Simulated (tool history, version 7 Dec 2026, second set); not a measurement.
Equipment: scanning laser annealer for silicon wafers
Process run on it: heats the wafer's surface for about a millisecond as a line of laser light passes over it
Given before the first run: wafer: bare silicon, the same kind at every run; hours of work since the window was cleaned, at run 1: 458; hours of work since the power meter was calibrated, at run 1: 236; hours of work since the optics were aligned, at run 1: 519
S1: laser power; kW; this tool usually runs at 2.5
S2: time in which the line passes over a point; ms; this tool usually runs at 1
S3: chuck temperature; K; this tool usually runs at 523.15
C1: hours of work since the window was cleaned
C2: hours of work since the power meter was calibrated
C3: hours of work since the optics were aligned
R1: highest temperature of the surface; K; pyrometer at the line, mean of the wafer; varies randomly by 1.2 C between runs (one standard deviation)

Run 1, hour 0: usual settings; C1 458; C2 236; C3 519. Result: R1 1301.15 K.
Run 2, hour 30.2: usual settings but S2 0.78 ms; C1 471; C2 249; C3 532. Result: R1 1210.15 K.
Run 3, hour 59.8: usual settings but S2 0.78 ms; C1 484; C2 261; C3 545. Result: R1 1207.15 K.
Run 4, hour 93.3: usual settings but S2 0.78 ms; C1 498; C2 275; C3 559. Result: R1 1210.15 K.
Run 5, hour 108.9: usual settings but S2 0.78 ms; C1 504; C2 282; C3 565. Result: R1 1206.15 K.
Run 6, hour 138.6: usual settings but S2 0.78 ms; C1 517; C2 295; C3 578. Result: R1 1207.15 K.
Run 7, hour 162.4: usual settings but S2 0.98 ms, S3 547.15 K; C1 527; C2 305; C3 588. Result: R1 1312.15 K.
Run 8, hour 185.3: usual settings but S2 0.98 ms, S3 547.15 K; C1 537; C2 315; C3 598. Result: R1 1312.15 K.
Run 9, hour 216.2: usual settings but S1 2.19 kW, S2 1.1 ms; C1 550; C2 328; C3 611. Result: R1 1221.15 K.
Run 10, hour 234.8: usual settings but S1 2.19 kW, S2 1.1 ms; C1 558; C2 336; C3 619. Result: R1 1221.15 K.
Run 11, hour 266: usual settings but S1 2.319 kW, S2 1.15 ms, S3 562.15 K; C1 571; C2 349; C3 632. Result: R1 1322.15 K.

Some steps in R1, run to run, broken into two amounts with sign: the step expected even without the hidden condition (settings, incoming material, random variation), and the rest, left for the hidden condition together with whatever gauge scatter is not in both the measured and the hidden-condition-free result:
Hidden conditions of the tool in this case: light that passes the window, % of a clean one's; laser's true power over the reading, %; width of the line over the set one, %; drift of the gauge itself on peak_c, C.
Run 6 -> 7: S2 0.78 -> 0.98, S3 523.15 -> 547.15. R1 +105 K: hidden state -3, all else +108.

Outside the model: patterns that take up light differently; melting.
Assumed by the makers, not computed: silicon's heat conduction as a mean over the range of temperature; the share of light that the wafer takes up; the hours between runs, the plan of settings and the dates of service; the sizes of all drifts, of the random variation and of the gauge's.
